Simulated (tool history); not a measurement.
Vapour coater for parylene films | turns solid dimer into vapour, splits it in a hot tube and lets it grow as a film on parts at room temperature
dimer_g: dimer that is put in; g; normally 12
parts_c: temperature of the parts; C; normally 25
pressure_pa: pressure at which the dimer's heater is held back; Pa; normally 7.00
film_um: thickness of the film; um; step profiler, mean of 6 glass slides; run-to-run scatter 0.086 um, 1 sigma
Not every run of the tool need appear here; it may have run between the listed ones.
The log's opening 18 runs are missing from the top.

run   hour  dimer_g  parts_c  pressure_pa  film_um
 19  643.7        7       20         2.82     7.10
 20  671.4        7       20         2.82     6.97
 21  706.8        7       20         2.82     6.93
 22  759.5       13       24         2.67    12.01
 23  813.4       12       27         7.00     9.47
 24  840.5       20       25         9.24    16.00
 25  876.4       12       19         7.00    10.74
 26  931.1       11       25        10.63     8.60
 27  963.1        5       25         7.00     4.00

Run 28, settings as shown, results not yet in. Your forecast:
 28  991.2        5       25        11.19        ?

For run 28 the tool returned film_um 3.75 um.
If the tool had no hidden condition, the same run with the same run-to-run variation would have returned film_um 4.13 um.
